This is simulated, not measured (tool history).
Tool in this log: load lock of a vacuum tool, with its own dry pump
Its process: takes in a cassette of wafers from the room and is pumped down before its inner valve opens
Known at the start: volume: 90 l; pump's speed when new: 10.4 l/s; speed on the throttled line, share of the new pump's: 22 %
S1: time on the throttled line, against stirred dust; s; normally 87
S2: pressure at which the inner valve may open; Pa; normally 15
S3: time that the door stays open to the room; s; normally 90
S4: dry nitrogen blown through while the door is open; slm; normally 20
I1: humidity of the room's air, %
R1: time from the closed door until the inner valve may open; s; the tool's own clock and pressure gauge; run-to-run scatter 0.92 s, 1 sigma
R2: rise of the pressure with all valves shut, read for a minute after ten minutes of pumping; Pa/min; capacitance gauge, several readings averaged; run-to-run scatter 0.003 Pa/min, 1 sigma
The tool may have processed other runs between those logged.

run,hour,S1,S2,S3,S4,I1,R1,R2
1,0,87,15,90,20,46.2,158.3,0.025
2,96.2,87,15,90,20,45,155.9,0.024
3,181.9,87,15,90,20,44.8,159.1,0.031
4,255.4,87,15,90,20,44.7,157.8,0.02
5,353,87,15,90,20,47,157.8,0.025
6,418.3,87,15,90,20,45.6,158.6,0.026
7,488.2,87,15,90,20,45.4,157.8,0.025
8,552.6,87,15,90,20,45.1,158.1,0.027
9,623.3,87,15,90,10,43.2,159.1,0.031
10,720.3,87,15,90,20,40.1,159.9,0.031
11,796.3,87,15,45,20,42.4,158.6,0.022
12,878.4,87,16,90,20,40.9,158.2,0.023
13,936.9,87,15,90,20,42.4,160.8,0.025
14,1008.1,87,15,90,20,47.6,158.3,0.031
15,1052.4,87,15,90,20,43.5,158.9,0.027
16,1125.1,173,15,85,20,44.2,219.6,0.026
17,1198.5,89,15,129,20,45.8,161.9,0.031
18,1296.1,89,15,129,20,46.4,163.9,0.031
19,1355.1,89,15,129,20,48.1,162,0.032
20,1421.2,92,15,43,20,43.2,162.4,0.027
21,1483.4,92,15,43,20,44.1,163.3,0.024
22,1550.9,87,23,90,8,46.6,157.1,0.037
23,1602.2,73,30,90,8,44.5,141.2,0.033
24,1668.7,87,15,84,20,44.9,159.6,0.03
25,1748.4,80,18,84,20,48.6,153.3,0.035
26,1799,80,18,84,20,42.5,153.2,0.028
27,1863,47,26,90,9,43,125.4,0.039
28,1903.6,87,15,158,8,45.5,161.4,0.046
29,1986.5,87,15,158,8,45.6,161.7,0.044
30,2048.9,87,15,80,20,44.8,161.6,0.036

Below, some changes in R1 between adjacent runs. For each, the amount present without the hidden state too (settings, incoming material, random variation) and the amount remaining for the hidden state with gauge scatter not shared by both compared results:
What the log doesn't record here: pump's speed, % of a new pump's; leak at the door's seal, Pa l/s; drift of the gauge itself on ready_s, %; drift of the gauge itself on rise_pa_min, %.
Run 15 -> 16: S1 87 -> 173, S3 90 -> 85. R1 +60.7 s: hidden state -4.8, all else +65.5.
Run 16 -> 17: S1 173 -> 89, S3 85 -> 129. R1 -57.7 s: hidden state +5.1, all else -62.8.
Run 26 -> 27: S1 80 -> 47, S2 18 -> 26, S3 84 -> 90, S4 20 -> 9. R1 -27.8 s: hidden state +1.3, all else -29.1.
Run 27 -> 28: S1 47 -> 87, S2 26 -> 15, S3 90 -> 158, S4 9 -> 8. R1 +36 s: hidden state -0.9, all else +36.9.

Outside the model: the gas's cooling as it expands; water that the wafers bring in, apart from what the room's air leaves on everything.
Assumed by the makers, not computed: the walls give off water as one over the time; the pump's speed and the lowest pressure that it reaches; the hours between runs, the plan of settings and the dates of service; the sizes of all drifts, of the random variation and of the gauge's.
